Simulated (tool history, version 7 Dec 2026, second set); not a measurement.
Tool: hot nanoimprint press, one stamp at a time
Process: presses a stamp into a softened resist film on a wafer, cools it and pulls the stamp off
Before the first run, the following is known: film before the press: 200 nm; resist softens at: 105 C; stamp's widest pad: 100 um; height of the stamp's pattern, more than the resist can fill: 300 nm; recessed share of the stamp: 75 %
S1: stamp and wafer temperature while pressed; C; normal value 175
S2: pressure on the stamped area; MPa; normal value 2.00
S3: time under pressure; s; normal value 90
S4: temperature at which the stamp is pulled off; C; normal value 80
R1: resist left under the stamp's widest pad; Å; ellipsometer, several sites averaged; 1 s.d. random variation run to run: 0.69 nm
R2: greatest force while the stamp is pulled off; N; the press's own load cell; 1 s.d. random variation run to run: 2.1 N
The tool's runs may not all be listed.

| run | hour | S1 | S2 | S3 | S4 | R1 | R2 |
|---|---|---|---|---|---|---|---|
| 1 | 0.0 | 175 | 2.00 | 90 | 80 | 835 | 107 |
|  | 39.7 | stamp cleaned and given a new release coat |
| 2 | 49.0 | 175 | 2.00 | 90 | 80 | 848 | 92 |
| 3 | 92.1 | 175 | 2.00 | 90 | 80 | 863 | 97 |
| 4 | 115.3 | 175 | 2.00 | 90 | 80 | 856 | 98 |
| 5 | 157.0 | 175 | 2.00 | 90 | 80 | 854 | 103 |
| 6 | 186.8 | 175 | 2.00 | 90 | 80 | 857 | 99 |
| 7 | 210.5 | 175 | 1.82 | 90 | 80 | 903 | 105 |
| 8 | 251.6 | 175 | 1.82 | 90 | 80 | 914 | 103 |
|  | 297.1 | stamp cleaned and given a new release coat |
| 9 | 300.9 | 175 | 2.00 | 90 | 80 | 869 | 94 |
|  | 318.1 | plate thermocouple calibrated |
| 10 | 331.9 | 175 | 1.43 | 90 | 80 | 975 | 94 |
| 11 | 376.0 | 175 | 1.52 | 59 | 79 | 1091 | 99 |
| 12 | 410.9 | 185 | 2.56 | 67 | 80 | 510 | 98 |
|  | 435.5 | press's hydraulic seals changed and the load cell set to zero |
| 13 | 451.3 | 175 | 2.00 | 80 | 80 | 883 | 101 |
| 14 | 471.2 | 175 | 2.00 | 80 | 80 | 866 | 101 |
| 15 | 498.3 | 166 | 2.00 | 87 | 80 | 1323 | 102 |
| 16 | 542.6 | 166 | 2.00 | 87 | 80 | 1328 | 109 |
|  | 566.2 | stamp cleaned and given a new release coat |
| 17 | 582.8 | 180 | 3.01 | 90 | 80 | 528 | 95 |
| 18 | 611.9 | 180 | 3.01 | 90 | 80 | 528 | 93 |
| 19 | 657.6 | 172 | 1.79 | 90 | 78 | 1059 | 100 |

4 options for the next run, each taken on its own from the tool as it stands now. Forecast them:
| A | 692.9 | 175 | 1.36 | 92 | 80 | ? | ? |
| B | 692.9 | 172 | 2.50 | 90 | 68 | ? | ? |
| C | 692.9 | 172 | 1.67 | 90 | 78 | ? | ? |
| D | 692.9 | 172 | 2.83 | 90 | 68 | ? | ? |

| run | R1 | R2 |
|---|---|---|
| A | 1052 | 101 |
| B | 905 | 118 |
| C | 1098 | 106 |
| D | 862 | 118 |
Stripped of hidden state, with their random variation kept, the same runs would have yielded:
| run | R1 | R2 |
|---|---|---|
| A | 999 | 92 |
| B | 851 | 108 |
| C | 1040 | 97 |
| D | 810 | 108 |
